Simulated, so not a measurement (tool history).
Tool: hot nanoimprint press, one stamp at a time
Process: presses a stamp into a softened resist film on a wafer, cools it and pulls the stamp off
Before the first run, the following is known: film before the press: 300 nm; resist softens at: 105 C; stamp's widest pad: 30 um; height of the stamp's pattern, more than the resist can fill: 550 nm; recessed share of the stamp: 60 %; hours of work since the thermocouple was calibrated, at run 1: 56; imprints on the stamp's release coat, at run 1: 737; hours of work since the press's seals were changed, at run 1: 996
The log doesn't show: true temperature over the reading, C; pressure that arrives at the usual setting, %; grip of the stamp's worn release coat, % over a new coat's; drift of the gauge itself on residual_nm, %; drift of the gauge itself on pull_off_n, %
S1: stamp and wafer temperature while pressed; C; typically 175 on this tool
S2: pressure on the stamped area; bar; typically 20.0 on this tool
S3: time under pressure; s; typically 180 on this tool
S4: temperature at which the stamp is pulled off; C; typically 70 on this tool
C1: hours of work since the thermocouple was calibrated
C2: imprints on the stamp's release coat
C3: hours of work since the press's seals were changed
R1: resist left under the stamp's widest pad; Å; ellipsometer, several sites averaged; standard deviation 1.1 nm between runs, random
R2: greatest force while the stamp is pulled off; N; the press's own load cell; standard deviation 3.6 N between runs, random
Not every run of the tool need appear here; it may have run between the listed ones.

| run | hour | S1 | S2 | S3 | S4 | C1 | C2 | C3 | R1 | R2 |
|---|---|---|---|---|---|---|---|---|---|---|
| 1 | 0.0 | 175 | 20.0 | 180 | 70 | 56 | 737 | 996 | 1695 | 215 |
| 2 | 54.5 | 172 | 20.0 | 180 | 70 | 85 | 953 | 1025 | 1838 | 224 |
| 3 | 102.1 | 172 | 20.0 | 180 | 70 | 110 | 1142 | 1051 | 1859 | 239 |
|  | 130.8 | press's hydraulic seals changed and the load cell set to zero |
| 4 | 175.1 | 172 | 20.0 | 180 | 70 | 145 | 1400 | 23 | 1822 | 253 |
| 5 | 213.1 | 172 | 20.0 | 180 | 70 | 165 | 1551 | 44 | 1853 | 256 |
| 6 | 243.5 | 175 | 20.0 | 102 | 70 | 181 | 1672 | 60 | 1973 | 266 |
| 7 | 275.1 | 175 | 20.0 | 102 | 70 | 198 | 1797 | 77 | 1982 | 275 |
| 8 | 304.1 | 175 | 20.0 | 180 | 66 | 213 | 1912 | 92 | 1678 | 317 |
| 9 | 339.2 | 175 | 20.0 | 180 | 62 | 232 | 2051 | 110 | 1685 | 373 |
|  | 346.0 | plate thermocouple calibrated |
| 10 | 396.9 | 175 | 20.0 | 180 | 62 | 27 | 2269 | 140 | 1708 | 382 |
|  | 409.6 | stamp cleaned and given a new release coat |
| 11 | 460.5 | 175 | 18.4 | 180 | 62 | 58 | 202 | 170 | 1774 | 231 |
| 12 | 525.9 | 175 | 18.4 | 180 | 62 | 92 | 462 | 205 | 1773 | 241 |
| 13 | 569.8 | 175 | 18.4 | 180 | 62 | 116 | 636 | 228 | 1785 | 260 |
| 14 | 619.0 | 175 | 20.0 | 180 | 70 | 142 | 831 | 254 | 1729 | 226 |
|  | 628.1 | plate thermocouple calibrated, once more |
| 15 | 672.5 | 175 | 20.0 | 180 | 70 | 24 | 1032 | 281 | 1633 | 236 |
| 16 | 731.8 | 175 | 20.0 | 180 | 70 | 55 | 1267 | 312 | 1641 | 253 |
| 17 | 772.3 | 175 | 20.0 | 180 | 70 | 76 | 1428 | 334 | 1634 | 254 |
| 18 | 836.7 | 175 | 20.0 | 180 | 70 | 111 | 1683 | 368 | 1683 | 268 |
| 19 | 880.4 | 175 | 13.9 | 271 | 68 | 134 | 1857 | 391 | 1705 | 296 |
| 20 | 929.3 | 163 | 20.0 | 180 | 70 | 160 | 2051 | 417 | 2377 | 309 |
| 21 | 981.6 | 170 | 17.7 | 211 | 66 | 187 | 2258 | 445 | 1959 | 348 |
|  | 999.1 | stamp cleaned and given a new release coat |
| 22 | 1028.3 | 170 | 17.7 | 211 | 66 | 209 | 115 | 466 | 1992 | 206 |
| 23 | 1066.1 | 170 | 20.3 | 211 | 57 | 229 | 265 | 486 | 1901 | 250 |
| 24 | 1130.7 | 170 | 20.3 | 211 | 70 | 263 | 522 | 521 | 1909 | 205 |
| 25 | 1173.5 | 170 | 20.3 | 211 | 70 | 286 | 692 | 543 | 1905 | 217 |
| 26 | 1227.0 | 174 | 20.3 | 180 | 58 | 314 | 904 | 572 | 1782 | 296 |
|  | 1236.1 | plate thermocouple calibrated |
| 27 | 1264.5 | 174 | 20.3 | 180 | 58 | 15 | 1041 | 590 | 1690 | 310 |
| 28 | 1324.7 | 174 | 20.3 | 180 | 58 | 47 | 1280 | 622 | 1713 | 328 |
| 29 | 1373.7 | 174 | 20.3 | 180 | 58 | 73 | 1474 | 648 | 1690 | 332 |
| 30 | 1433.5 | 174 | 16.3 | 309 | 74 | 105 | 1712 | 680 | 1548 | 238 |

3 options for the next run, each taken on its own from the tool as it stands now. Forecast them:
| A | 1474.8 | 175 | 20.4 | 189 | 70 | 127 | 1876 | 702 | ? | ? |
| B | 1474.8 | 166 | 16.3 | 309 | 72 | 127 | 1876 | 702 | ? | ? |
| C | 1474.8 | 170 | 16.3 | 359 | 61 | 127 | 1876 | 702 | ? | ? |

| run | R1 | R2 |
|---|---|---|
| A | 1623 | 287 |
| B | 2061 | 270 |
| C | 1725 | 346 |
Had the tool no hidden state, the same runs would have come out as:
| run | R1 | R2 |
|---|---|---|
| A | 1585 | 176 |
| B | 2026 | 165 |
| C | 1690 | 211 |
